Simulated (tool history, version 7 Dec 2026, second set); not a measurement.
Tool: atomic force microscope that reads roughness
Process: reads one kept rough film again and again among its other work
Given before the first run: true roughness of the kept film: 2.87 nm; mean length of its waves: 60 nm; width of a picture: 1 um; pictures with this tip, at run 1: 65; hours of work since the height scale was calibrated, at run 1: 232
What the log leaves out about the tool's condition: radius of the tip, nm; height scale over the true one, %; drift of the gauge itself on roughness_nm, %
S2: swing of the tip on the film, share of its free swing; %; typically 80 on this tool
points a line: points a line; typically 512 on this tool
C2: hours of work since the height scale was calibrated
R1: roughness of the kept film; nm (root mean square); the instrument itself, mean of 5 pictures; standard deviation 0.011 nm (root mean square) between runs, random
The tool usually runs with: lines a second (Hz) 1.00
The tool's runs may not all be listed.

{"run": 1, "hour": 0.0, "lines a second (Hz)": 1.0, "S2": 80, "points a line": 512, "pictures with this tip": 65, "C2": 232, "R1": 2.517}
{"run": 2, "hour": 13.9, "lines a second (Hz)": 1.0, "S2": 80, "points a line": 512, "pictures with this tip": 79, "C2": 241, "R1": 2.497}
{"run": 3, "hour": 27.5, "lines a second (Hz)": 1.0, "S2": 80, "points a line": 512, "pictures with this tip": 93, "C2": 249, "R1": 2.487}
{"run": 4, "hour": 35.4, "lines a second (Hz)": 1.0, "S2": 80, "points a line": 512, "pictures with this tip": 101, "C2": 254, "R1": 2.467}
{"run": 5, "hour": 43.2, "lines a second (Hz)": 1.14, "S2": 80, "points a line": 512, "pictures with this tip": 109, "C2": 259, "R1": 2.436}
{"run": 6, "hour": 57.9, "lines a second (Hz)": 1.0, "S2": 80, "points a line": 260, "pictures with this tip": 124, "C2": 268, "R1": 2.434}
{"run": 7, "hour": 72.8, "lines a second (Hz)": 1.0, "S2": 78, "points a line": 512, "pictures with this tip": 139, "C2": 277, "R1": 2.446}
{"hour": 85.9, "done": "new tip fitted"}
{"run": 8, "hour": 87.1, "lines a second (Hz)": 1.0, "S2": 78, "points a line": 688, "pictures with this tip": 1, "C2": 285, "R1": 2.594}
{"run": 9, "hour": 103.1, "lines a second (Hz)": 3.94, "S2": 78, "points a line": 688, "pictures with this tip": 18, "C2": 295, "R1": 2.173}
{"run": 10, "hour": 110.5, "lines a second (Hz)": 1.0, "S2": 87, "points a line": 512, "pictures with this tip": 25, "C2": 300, "R1": 2.457}
{"run": 11, "hour": 125.3, "lines a second (Hz)": 1.0, "S2": 80, "points a line": 294, "pictures with this tip": 40, "C2": 309, "R1": 2.526}
{"run": 12, "hour": 136.7, "lines a second (Hz)": 1.0, "S2": 80, "points a line": 294, "pictures with this tip": 52, "C2": 316, "R1": 2.516}
{"run": 13, "hour": 147.2, "lines a second (Hz)": 1.0, "S2": 80, "points a line": 294, "pictures with this tip": 63, "C2": 323, "R1": 2.496}
{"run": 14, "hour": 164.1, "lines a second (Hz)": 1.0, "S2": 80, "points a line": 512, "pictures with this tip": 80, "C2": 333, "R1": 2.49}
{"run": 15, "hour": 176.5, "lines a second (Hz)": 1.0, "S2": 80, "points a line": 512, "pictures with this tip": 93, "C2": 341, "R1": 2.467}
{"run": 16, "hour": 187.6, "lines a second (Hz)": 1.0, "S2": 80, "points a line": 512, "pictures with this tip": 104, "C2": 347, "R1": 2.459}
{"run": 17, "hour": 198.9, "lines a second (Hz)": 1.0, "S2": 80, "points a line": 512, "pictures with this tip": 116, "C2": 354, "R1": 2.429}
{"run": 18, "hour": 213.4, "lines a second (Hz)": 1.0, "S2": 74, "points a line": 512, "pictures with this tip": 131, "C2": 363, "R1": 2.487}
{"run": 19, "hour": 229.5, "lines a second (Hz)": 1.0, "S2": 80, "points a line": 512, "pictures with this tip": 147, "C2": 373, "R1": 2.407}
{"hour": 234.8, "done": "new tip fitted"}
{"run": 20, "hour": 239.8, "lines a second (Hz)": 1.0, "S2": 80, "points a line": 512, "pictures with this tip": 5, "C2": 379, "R1": 2.576}
{"run": 21, "hour": 253.2, "lines a second (Hz)": 3.77, "S2": 80, "points a line": 512, "pictures with this tip": 19, "C2": 388, "R1": 2.109}
{"run": 22, "hour": 260.8, "lines a second (Hz)": 3.77, "S2": 80, "points a line": 512, "pictures with this tip": 26, "C2": 392, "R1": 2.113}
{"run": 23, "hour": 269.6, "lines a second (Hz)": 3.77, "S2": 80, "points a line": 512, "pictures with this tip": 35, "C2": 398, "R1": 2.079}
{"run": 24, "hour": 284.7, "lines a second (Hz)": 3.77, "S2": 80, "points a line": 512, "pictures with this tip": 51, "C2": 407, "R1": 2.084}
{"run": 25, "hour": 295.5, "lines a second (Hz)": 3.77, "S2": 80, "points a line": 512, "pictures with this tip": 62, "C2": 414, "R1": 2.102}
{"run": 26, "hour": 306.0, "lines a second (Hz)": 3.77, "S2": 80, "points a line": 512, "pictures with this tip": 73, "C2": 420, "R1": 2.058}
{"run": 27, "hour": 323.1, "lines a second (Hz)": 0.63, "S2": 67, "points a line": 729, "pictures with this tip": 90, "C2": 431, "R1": 2.6}
{"run": 28, "hour": 330.2, "lines a second (Hz)": 0.63, "S2": 67, "points a line": 729, "pictures with this tip": 97, "C2": 435, "R1": 2.582}
{"run": 29, "hour": 343.0, "lines a second (Hz)": 0.63, "S2": 67, "points a line": 729, "pictures with this tip": 111, "C2": 443, "R1": 2.585}
{"run": 30, "hour": 351.3, "lines a second (Hz)": 0.63, "S2": 67, "points a line": 729, "pictures with this tip": 119, "C2": 448, "R1": 2.567}
{"run": 31, "hour": 366.2, "lines a second (Hz)": 1.77, "S2": 67, "points a line": 258, "pictures with this tip": 134, "C2": 457, "R1": 2.448}
{"hour": 383.6, "done": "new tip fitted"}
{"run": 32, "hour": 383.6, "lines a second (Hz)": 1.77, "S2": 67, "points a line": 258, "pictures with this tip": 0, "C2": 468, "R1": 2.586}
{"run": 33, "hour": 397.8, "lines a second (Hz)": 1.77, "S2": 67, "points a line": 258, "pictures with this tip": 14, "C2": 477, "R1": 2.56}
{"run": 34, "hour": 407.4, "lines a second (Hz)": 1.77, "S2": 67, "points a line": 258, "pictures with this tip": 24, "C2": 482, "R1": 2.566}
{"run": 35, "hour": 423.9, "lines a second (Hz)": 1.77, "S2": 67, "points a line": 258, "pictures with this tip": 41, "C2": 493, "R1": 2.547}
{"run": 36, "hour": 437.1, "lines a second (Hz)": 1.0, "S2": 76, "points a line": 512, "pictures with this tip": 54, "C2": 501, "R1": 2.555}
{"run": 37, "hour": 451.4, "lines a second (Hz)": 1.0, "S2": 76, "points a line": 512, "pictures with this tip": 69, "C2": 510, "R1": 2.52}
{"run": 38, "hour": 465.5, "lines a second (Hz)": 0.89, "S2": 90, "points a line": 416, "pictures with this tip": 83, "C2": 518, "R1": 2.407}
{"run": 39, "hour": 475.1, "lines a second (Hz)": 0.89, "S2": 90, "points a line": 416, "pictures with this tip": 93, "C2": 524, "R1": 2.391}
{"run": 40, "hour": 486.6, "lines a second (Hz)": 1.12, "S2": 90, "points a line": 551, "pictures with this tip": 105, "C2": 531, "R1": 2.309}
{"run": 41, "hour": 495.9, "lines a second (Hz)": 1.03, "S2": 70, "points a line": 536, "pictures with this tip": 114, "C2": 537, "R1": 2.509}
{"run": 42, "hour": 507.7, "lines a second (Hz)": 1.54, "S2": 61, "points a line": 618, "pictures with this tip": 126, "C2": 544, "R1": 2.54}
{"run": 43, "hour": 522.4, "lines a second (Hz)": 1.16, "S2": 80, "points a line": 734, "pictures with this tip": 141, "C2": 553, "R1": 2.408}
{"hour": 533.5, "done": "new tip fitted"}
{"run": 44, "hour": 537.0, "lines a second (Hz)": 1.16, "S2": 80, "points a line": 734, "pictures with this tip": 4, "C2": 562, "R1": 2.51}
{"run": 45, "hour": 547.4, "lines a second (Hz)": 0.56, "S2": 64, "points a line": 913, "pictures with this tip": 15, "C2": 569, "R1": 2.718}
{"run": 46, "hour": 562.8, "lines a second (Hz)": 0.56, "S2": 64, "points a line": 913, "pictures with this tip": 30, "C2": 578, "R1": 2.688}
{"run": 47, "hour": 574.1, "lines a second (Hz)": 0.56, "S2": 64, "points a line": 913, "pictures with this tip": 42, "C2": 585, "R1": 2.672}
{"run": 48, "hour": 587.4, "lines a second (Hz)": 2.04, "S2": 57, "points a line": 559, "pictures with this tip": 55, "C2": 593, "R1": 2.61}

Describe how what the log doesn't record of the tool's condition differs between the last listed run preceding each entry between runs and the first listed run following it.
Run 7 -> run 8: new tip fitted (hour 85.9)
  radius of the tip, nm: 29.1 -> 10.5; height scale over the true one, %: -0.26 -> -0.27
  measured minus no-state result, R1: -0.150 -> -0.011 nm (root mean square)
Run 19 -> run 20: new tip fitted (hour 234.8)
  radius of the tip, nm: 31.2 -> 11.6
  measured minus no-state result, R1: -0.165 -> -0.023 nm (root mean square)
Run 31 -> run 32: new tip fitted (hour 383.6)
  radius of the tip, nm: 29.8 -> 10; height scale over the true one, %: -0.44 -> -0.45
  measured minus no-state result, R1: -0.158 -> -0.012 nm (root mean square)
Run 43 -> run 44: new tip fitted (hour 533.5)
  radius of the tip, nm: 30.3 -> 10.7; height scale over the true one, %: -0.54 -> -0.55
  measured minus no-state result, R1: -0.163 -> -0.019 nm (root mean square)
